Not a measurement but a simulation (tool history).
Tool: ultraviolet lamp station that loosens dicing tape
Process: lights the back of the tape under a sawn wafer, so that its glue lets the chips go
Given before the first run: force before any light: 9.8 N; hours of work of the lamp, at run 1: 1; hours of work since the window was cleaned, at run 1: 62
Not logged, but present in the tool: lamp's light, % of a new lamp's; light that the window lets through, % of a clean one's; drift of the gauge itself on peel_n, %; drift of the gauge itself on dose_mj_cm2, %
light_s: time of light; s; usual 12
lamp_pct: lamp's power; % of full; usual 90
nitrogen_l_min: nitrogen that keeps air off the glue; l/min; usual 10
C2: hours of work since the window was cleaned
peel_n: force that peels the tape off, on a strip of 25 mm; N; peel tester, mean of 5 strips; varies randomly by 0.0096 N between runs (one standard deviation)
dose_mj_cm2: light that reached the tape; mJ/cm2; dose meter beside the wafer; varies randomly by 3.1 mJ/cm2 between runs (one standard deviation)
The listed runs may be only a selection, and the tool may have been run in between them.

Run 1, hour 0: usual settings; hours of work of the lamp 1; C2 62. Result: peel_n 0.404 N, dose_mj_cm2 480 mJ/cm2.
Run 2, hour 5.5: usual settings; hours of work of the lamp 4; C2 66. Result: peel_n 0.438 N, dose_mj_cm2 484 mJ/cm2.
Run 3, hour 14.9: usual settings; hours of work of the lamp 10; C2 71. Result: peel_n 0.424 N, dose_mj_cm2 483 mJ/cm2.
Run 4, hour 19.2: usual settings; hours of work of the lamp 12; C2 74. Result: peel_n 0.415 N, dose_mj_cm2 481 mJ/cm2.
Run 5, hour 26.7: usual settings; hours of work of the lamp 17; C2 79. Result: peel_n 0.416 N, dose_mj_cm2 486 mJ/cm2.
Run 6, hour 32.9: usual settings; hours of work of the lamp 21; C2 82. Result: peel_n 0.414 N, dose_mj_cm2 474 mJ/cm2.
Run 7, hour 40.4: usual settings but nitrogen_l_min 19 l/min; hours of work of the lamp 25; C2 87. Result: peel_n 0.241 N, dose_mj_cm2 482 mJ/cm2.
Run 8, hour 49.3: usual settings but lamp_pct 65 % of full; hours of work of the lamp 30; C2 92. Result: peel_n 0.934 N, dose_mj_cm2 352 mJ/cm2.
Run 9, hour 54.8: usual settings but lamp_pct 65 % of full; hours of work of the lamp 34; C2 96. Result: peel_n 0.927 N, dose_mj_cm2 343 mJ/cm2.
Run 10, hour 59.4: usual settings but light_s 8 s, lamp_pct 65 % of full; hours of work of the lamp 37; C2 98. Result: peel_n 1.914 N, dose_mj_cm2 232 mJ/cm2.
Run 11, hour 69.2: usual settings but light_s 8 s, lamp_pct 65 % of full; hours of work of the lamp 43; C2 104. Result: peel_n 1.996 N, dose_mj_cm2 234 mJ/cm2.
Run 12, hour 75.3: usual settings; hours of work of the lamp 46; C2 108. Result: peel_n 0.407 N, dose_mj_cm2 479 mJ/cm2.
Run 13, hour 81.9: usual settings; hours of work of the lamp 50; C2 112. Result: peel_n 0.403 N, dose_mj_cm2 486 mJ/cm2.
Run 14, hour 89.9: usual settings but light_s 8 s, lamp_pct 67 % of full; hours of work of the lamp 55; C2 117. Result: peel_n 1.907 N, dose_mj_cm2 238 mJ/cm2.
Run 15, hour 95: usual settings but light_s 23 s, nitrogen_l_min 11 l/min; hours of work of the lamp 58; C2 120. Result: peel_n 0.091 N, dose_mj_cm2 918 mJ/cm2.
Run 16, hour 101.7: usual settings but light_s 8 s, lamp_pct 62 % of full, nitrogen_l_min 8 l/min; hours of work of the lamp 62; C2 124. Result: peel_n 2.354 N, dose_mj_cm2 219 mJ/cm2.
Run 17, hour 109.1: usual settings but light_s 7 s, lamp_pct 99 % of full; hours of work of the lamp 67; C2 129. Result: peel_n 1.203 N, dose_mj_cm2 313 mJ/cm2.
Run 18, hour 113.7: usual settings but light_s 19 s, lamp_pct 88 % of full, nitrogen_l_min 7 l/min; hours of work of the lamp 70; C2 131. Result: peel_n 0.186 N, dose_mj_cm2 737 mJ/cm2.
Run 19, hour 121.7: usual settings but light_s 19 s, lamp_pct 88 % of full, nitrogen_l_min 7 l/min; hours of work of the lamp 74; C2 136. Result: peel_n 0.184 N, dose_mj_cm2 747 mJ/cm2.
Run 20, hour 126.4: usual settings but light_s 19 s, lamp_pct 88 % of full, nitrogen_l_min 7 l/min; hours of work of the lamp 77; C2 139. Result: peel_n 0.188 N, dose_mj_cm2 749 mJ/cm2.
Run 21, hour 135.2: usual settings but light_s 7 s, lamp_pct 94 % of full, nitrogen_l_min 7 l/min; hours of work of the lamp 83; C2 144. Result: peel_n 1.658 N, dose_mj_cm2 291 mJ/cm2.
Run 22, hour 140: usual settings but lamp_pct 67 % of full, nitrogen_l_min 3 l/min; hours of work of the lamp 86; C2 147. Result: peel_n 2.028 N, dose_mj_cm2 358 mJ/cm2.
Run 23, hour 144.9: usual settings but light_s 7 s; hours of work of the lamp 88; C2 150. Result: peel_n 1.458 N, dose_mj_cm2 281 mJ/cm2.
Run 24, hour 150.7: usual settings but lamp_pct 71 % of full; hours of work of the lamp 92; C2 154. Result: peel_n 0.761 N, dose_mj_cm2 378 mJ/cm2.
Run 25, hour 155.4: usual settings but light_s 20 s, lamp_pct 77 % of full; hours of work of the lamp 95; C2 157. Result: peel_n 0.16 N, dose_mj_cm2 691 mJ/cm2.
Run 26, hour 160.9: usual settings but light_s 6 s, lamp_pct 77 % of full, nitrogen_l_min 4 l/min; hours of work of the lamp 98; C2 160. Result: peel_n 3.66 N, dose_mj_cm2 201 mJ/cm2.

Consider 3 possible next runs. They are alternatives, not a sequence: every one starts from the tool as it was left by run 26. What does each give?
Run A, hour 165.8: usual settings but lamp_pct 77 % of full; hours of work of the lamp 101; C2 163. Result: peel_n ?, dose_mj_cm2 ?.
Run B, hour 165.8: usual settings but light_s 6 s, lamp_pct 77 % of full, nitrogen_l_min 5 l/min; hours of work of the lamp 101; C2 163. Result: peel_n ?, dose_mj_cm2 ?.
Run C, hour 165.8: usual settings but lamp_pct 73 % of full; hours of work of the lamp 101; C2 163. Result: peel_n ?, dose_mj_cm2 ?.

run  peel_n  dose_mj_cm2
  A   0.613          410
  B   3.293          205
  C   0.676          391
Without the tool's hidden state the same runs would have given:
run  peel_n  dose_mj_cm2
  A   0.612          410
  B   3.292          205
  C   0.675          391

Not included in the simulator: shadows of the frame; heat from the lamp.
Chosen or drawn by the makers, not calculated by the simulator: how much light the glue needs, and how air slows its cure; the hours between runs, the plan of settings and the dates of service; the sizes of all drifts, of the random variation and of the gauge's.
